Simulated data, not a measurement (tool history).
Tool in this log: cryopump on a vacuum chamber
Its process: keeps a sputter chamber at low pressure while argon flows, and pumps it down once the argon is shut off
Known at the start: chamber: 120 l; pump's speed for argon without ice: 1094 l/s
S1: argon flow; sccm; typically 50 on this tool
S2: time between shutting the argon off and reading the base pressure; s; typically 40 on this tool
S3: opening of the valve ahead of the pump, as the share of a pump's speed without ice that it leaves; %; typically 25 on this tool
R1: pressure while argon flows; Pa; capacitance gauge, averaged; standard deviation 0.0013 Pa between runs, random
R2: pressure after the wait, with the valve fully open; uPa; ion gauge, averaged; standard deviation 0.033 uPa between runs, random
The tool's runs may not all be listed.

run,hour,S1,S2,S3,R1,R2
1,0,50,40,25,0.3147,1.98
2,40.9,50,40,20,0.3948,2.01
3,127.5,50,40,46,0.1763,2
4,189.5,50,40,25,0.3181,2.11
5,250.1,50,40,25,0.3212,2.09
6,316,50,40,25,0.3197,2.14
7,390.3,50,118,25,0.323,1.21
8,438.8,50,118,25,0.322,1.18
9,490.1,50,118,25,0.3237,1.27
10,580.2,50,118,25,0.3271,1.3
11,665.8,50,118,25,0.3282,1.32
12,727,50,118,25,0.328,1.38
13,812.5,50,118,25,0.3298,1.42
14,883.6,50,40,30,0.2609,2.24
15,960.9,50,40,30,0.2595,2.29
16,1029.6,50,40,25,0.3116,2.32
17,1104,50,57,25,0.3133,1.97
18,1188.7,48,33,18,0.4164,2.81
19,1286,90,23,22,0.6485,3.54
20,1373.7,30,42,57,0.0882,2.44
21,1432.6,23,62,42,0.0883,2.03
22,1507.1,87,40,55,0.2645,2.64
23,1558.9,87,40,55,0.266,2.61
24,1629.5,86,255,25,0.5524,1.38
25,1721.4,20,43,47,0.0725,2.61
26,1798.8,50,49,29,0.2846,2.55
27,1850.2,25,134,17,0.2351,1.74
28,1905,86,131,17,0.8159,1.81
29,1960,86,72,31,0.4599,2.18
30,2004.2,54,166,31,0.2918,1.74
31,2102.1,54,166,31,0.2931,1.86
32,2197,42,161,31,0.21,1.57
33,2262.1,42,204,31,0.2104,1.51

The log once held 2 entries between its listed runs, left out of this copy. Where does each go, and what is different about the tool's unlogged condition between the listed run before it and the listed run after it?
Logged between run 13 and run 14: pump warmed up, emptied and cooled again (hour 856.3)
  pump's speed, % of a pump's without ice: 79.6 -> 99.1; cold plate's temperature, K: 12.67 -> 12.69; leak into the chamber, uPa l/s: 783 -> 807
  measured result minus the result with no hidden state, R1: +0.0211 -> +0.0018 Pa; R2: +0.63 -> +0.47 uPa
Logged between run 31 and run 32: pump warmed up, emptied and cooled again (hour 2122.9)
  pump's speed, % of a pump's without ice: 79.2 -> 98.7; cold plate's temperature, K: 12.97 -> 13; leak into the chamber, uPa l/s: 1262 -> 1297
  measured result minus the result with no hidden state, R1: +0.0241 -> +0.0022 Pa; R2: +1.23 -> +0.94 uPa
